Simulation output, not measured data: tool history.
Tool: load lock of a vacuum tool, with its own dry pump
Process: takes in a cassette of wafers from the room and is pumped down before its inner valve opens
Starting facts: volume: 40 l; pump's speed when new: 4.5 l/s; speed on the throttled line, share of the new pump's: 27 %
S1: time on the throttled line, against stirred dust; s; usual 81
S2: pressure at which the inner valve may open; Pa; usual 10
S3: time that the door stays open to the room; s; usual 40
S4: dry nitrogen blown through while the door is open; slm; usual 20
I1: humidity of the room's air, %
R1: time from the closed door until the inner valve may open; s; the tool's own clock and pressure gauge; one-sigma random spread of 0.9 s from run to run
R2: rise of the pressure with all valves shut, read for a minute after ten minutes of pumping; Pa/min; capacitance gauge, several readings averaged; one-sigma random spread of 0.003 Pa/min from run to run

run	hour	S1	S2	S3	S4	I1	R1	R2
1	0	81	10	40	20	45.7	143.4	0.069
2	303.4	81	10	40	20	46.5	145.5	0.071
3	551.1	81	10	40	20	43.6	143.2	0.073
4	812.9	81	10	40	20	45.2	144.7	0.073
5	1005.3	81	10	40	20	45.5	144.8	0.079
6	1182.2	81	10	40	20	45.1	144	0.081
7	1410.8	81	13	40	20	45.3	142.5	0.078
8	1681.3	81	13	40	20	44.2	143	0.083
9	1896.5	81	13	40	20	44.3	143.4	0.087
10	2172.2	81	10	232	20	45.6	144.8	0.118
11	2413.2	81	10	232	20	44.4	147.4	0.12
12	2730.1	49	8	28	5	43.6	125.2	0.107
13	3068.2	91	15	40	6	44.2	149.4	0.116
14	3206.9	81	10	40	20	46.3	147.5	0.095
15	3538.3	81	10	97	20	43.2	146.5	0.118
16	3855.8	72	10	40	5	46.5	140.6	0.135
17	4102.7	72	10	40	5	45.2	140.2	0.133
18	4408.6	72	10	40	5	43.2	141.1	0.136
19	4676.1	72	16	40	5	46.4	135.7	0.138

Each row is a separate what-if for the run after 19, all from the same tool condition, not one after another. Results?
A	4966.6	136	16	72	4	44.5	?	?
B	4966.6	72	19	40	5	46.7	?	?
C	4966.6	76	16	40	5	46.5	?	?
D	4966.6	81	10	152	20	47.4	?	?
E	4966.6	52	12	82	20	43.8	?	?

run	R1	R2
A	183.8	0.165
B	134	0.144
C	140.3	0.142
D	148.9	0.146
E	125.8	0.128
The same runs, with their run-to-run variation unchanged, on a tool lacking any hidden condition would have given:
run	R1	R2
A	179.3	0.084
B	127.9	0.066
C	134.1	0.062
D	142.4	0.066
E	118.7	0.048
